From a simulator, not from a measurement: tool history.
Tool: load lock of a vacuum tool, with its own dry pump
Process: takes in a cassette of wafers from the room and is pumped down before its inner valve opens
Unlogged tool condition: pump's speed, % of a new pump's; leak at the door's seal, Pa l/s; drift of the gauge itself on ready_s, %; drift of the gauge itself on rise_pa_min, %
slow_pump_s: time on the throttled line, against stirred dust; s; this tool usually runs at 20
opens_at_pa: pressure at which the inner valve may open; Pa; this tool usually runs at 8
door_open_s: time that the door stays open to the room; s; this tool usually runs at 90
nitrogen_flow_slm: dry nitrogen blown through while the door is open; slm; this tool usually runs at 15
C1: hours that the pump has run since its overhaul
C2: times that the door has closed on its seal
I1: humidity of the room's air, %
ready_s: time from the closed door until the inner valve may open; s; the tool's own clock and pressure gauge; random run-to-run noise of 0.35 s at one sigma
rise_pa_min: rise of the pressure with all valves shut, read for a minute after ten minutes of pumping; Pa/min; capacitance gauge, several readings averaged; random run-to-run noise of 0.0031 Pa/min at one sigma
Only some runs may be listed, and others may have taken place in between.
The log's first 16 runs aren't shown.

{"run": 17, "hour": 4754.6, "slow_pump_s": 20, "opens_at_pa": 8, "door_open_s": 90, "nitrogen_flow_slm": 6, "C1": 4495, "C2": 28228, "I1": 45.8, "ready_s": 30.5, "rise_pa_min": 0.192}
{"run": 18, "hour": 5182.0, "slow_pump_s": 20, "opens_at_pa": 8, "door_open_s": 90, "nitrogen_flow_slm": 6, "C1": 4923, "C2": 29757, "I1": 43.9, "ready_s": 30.2, "rise_pa_min": 0.202}
{"run": 19, "hour": 5463.0, "slow_pump_s": 20, "opens_at_pa": 7, "door_open_s": 90, "nitrogen_flow_slm": 15, "C1": 5204, "C2": 30762, "I1": 44.4, "ready_s": 30.9, "rise_pa_min": 0.197}
{"run": 20, "hour": 5843.0, "slow_pump_s": 15, "opens_at_pa": 13, "door_open_s": 62, "nitrogen_flow_slm": 14, "C1": 5584, "C2": 32120, "I1": 44, "ready_s": 25.1, "rise_pa_min": 0.203}
{"run": 21, "hour": 6056.9, "slow_pump_s": 16, "opens_at_pa": 6, "door_open_s": 90, "nitrogen_flow_slm": 15, "C1": 5798, "C2": 32885, "I1": 47.5, "ready_s": 27.7, "rise_pa_min": 0.219}
{"run": 22, "hour": 6274.6, "slow_pump_s": 10, "opens_at_pa": 14, "door_open_s": 132, "nitrogen_flow_slm": 16, "C1": 6015, "C2": 33664, "I1": 45.6, "ready_s": 20.9, "rise_pa_min": 0.229}
{"run": 23, "hour": 6523.9, "slow_pump_s": 20, "opens_at_pa": 8, "door_open_s": 29, "nitrogen_flow_slm": 22, "C1": 6265, "C2": 34555, "I1": 46.1, "ready_s": 30.8, "rise_pa_min": 0.205}
{"run": 24, "hour": 6918.5, "slow_pump_s": 20, "opens_at_pa": 8, "door_open_s": 29, "nitrogen_flow_slm": 22, "C1": 6659, "C2": 35966, "I1": 43.5, "ready_s": 30.7, "rise_pa_min": 0.21}
{"run": 25, "hour": 7272.6, "slow_pump_s": 20, "opens_at_pa": 15, "door_open_s": 29, "nitrogen_flow_slm": 22, "C1": 7013, "C2": 37233, "I1": 48.1, "ready_s": 30, "rise_pa_min": 0.225}
{"run": 26, "hour": 7500.8, "slow_pump_s": 15, "opens_at_pa": 15, "door_open_s": 29, "nitrogen_flow_slm": 10, "C1": 7241, "C2": 38048, "I1": 45.5, "ready_s": 25.7, "rise_pa_min": 0.242}
{"run": 27, "hour": 7879.0, "slow_pump_s": 12, "opens_at_pa": 15, "door_open_s": 26, "nitrogen_flow_slm": 5, "C1": 7620, "C2": 39401, "I1": 44.9, "ready_s": 22.7, "rise_pa_min": 0.253}
{"run": 28, "hour": 8296.8, "slow_pump_s": 12, "opens_at_pa": 8, "door_open_s": 71, "nitrogen_flow_slm": 15, "C1": 8037, "C2": 40895, "I1": 46.5, "ready_s": 24.5, "rise_pa_min": 0.276}
{"run": 29, "hour": 8725.8, "slow_pump_s": 24, "opens_at_pa": 11, "door_open_s": 76, "nitrogen_flow_slm": 22, "C1": 8467, "C2": 42429, "I1": 48.2, "ready_s": 33.7, "rise_pa_min": 0.284}
{"run": 30, "hour": 8920.4, "slow_pump_s": 22, "opens_at_pa": 8, "door_open_s": 90, "nitrogen_flow_slm": 25, "C1": 8661, "C2": 43125, "I1": 42.3, "ready_s": 33.1, "rise_pa_min": 0.289}
{"run": 31, "hour": 9253.2, "slow_pump_s": 22, "opens_at_pa": 8, "door_open_s": 90, "nitrogen_flow_slm": 25, "C1": 8994, "C2": 44315, "I1": 40.7, "ready_s": 33.1, "rise_pa_min": 0.301}
{"run": 32, "hour": 9561.2, "slow_pump_s": 20, "opens_at_pa": 8, "door_open_s": 85, "nitrogen_flow_slm": 15, "C1": 9302, "C2": 45416, "I1": 41.6, "ready_s": 31.9, "rise_pa_min": 0.323}
{"run": 33, "hour": 9821.7, "slow_pump_s": 20, "opens_at_pa": 15, "door_open_s": 32, "nitrogen_flow_slm": 15, "C1": 9562, "C2": 46348, "I1": 44.6, "ready_s": 30, "rise_pa_min": 0.31}
{"run": 34, "hour": 10146.0, "slow_pump_s": 20, "opens_at_pa": 15, "door_open_s": 32, "nitrogen_flow_slm": 15, "C1": 9887, "C2": 47508, "I1": 47.2, "ready_s": 29.7, "rise_pa_min": 0.323}
{"run": 35, "hour": 10494.6, "slow_pump_s": 20, "opens_at_pa": 15, "door_open_s": 32, "nitrogen_flow_slm": 15, "C1": 10235, "C2": 48754, "I1": 45.5, "ready_s": 30.3, "rise_pa_min": 0.333}
{"run": 36, "hour": 10730.5, "slow_pump_s": 22, "opens_at_pa": 9, "door_open_s": 164, "nitrogen_flow_slm": 42, "C1": 10471, "C2": 49598, "I1": 44.4, "ready_s": 33.2, "rise_pa_min": 0.348}
{"run": 37, "hour": 10955.4, "slow_pump_s": 13, "opens_at_pa": 8, "door_open_s": 153, "nitrogen_flow_slm": 15, "C1": 10696, "C2": 50402, "I1": 46, "ready_s": 25.8, "rise_pa_min": 0.381}
{"run": 38, "hour": 11337.3, "slow_pump_s": 13, "opens_at_pa": 8, "door_open_s": 153, "nitrogen_flow_slm": 15, "C1": 11078, "C2": 51767, "I1": 44.3, "ready_s": 25.6, "rise_pa_min": 0.389}

Here are 3 independent what-if runs from the current tool condition. What would each one return?
{"run": "A", "hour": 11725.6, "slow_pump_s": 20, "opens_at_pa": 14, "door_open_s": 97, "nitrogen_flow_slm": 18, "C1": 11466, "C2": 53156, "I1": 45.9, "ready_s": "?", "rise_pa_min": "?"}
{"run": "B", "hour": 11725.6, "slow_pump_s": 11, "opens_at_pa": 8, "door_open_s": 90, "nitrogen_flow_slm": 15, "C1": 11466, "C2": 53156, "I1": 43.4, "ready_s": "?", "rise_pa_min": "?"}
{"run": "C", "hour": 11725.6, "slow_pump_s": 23, "opens_at_pa": 8, "door_open_s": 153, "nitrogen_flow_slm": 8, "C1": 11466, "C2": 53156, "I1": 48.7, "ready_s": "?", "rise_pa_min": "?"}

run=A ready_s=30.4 rise_pa_min=0.397
run=B ready_s=23.8 rise_pa_min=0.393
run=C ready_s=34.3 rise_pa_min=0.43
With no hidden state in the tool, these same runs would have given:
run=A ready_s=29.1 rise_pa_min=0.054
run=B ready_s=22.2 rise_pa_min=0.056
run=C ready_s=32.9 rise_pa_min=0.09
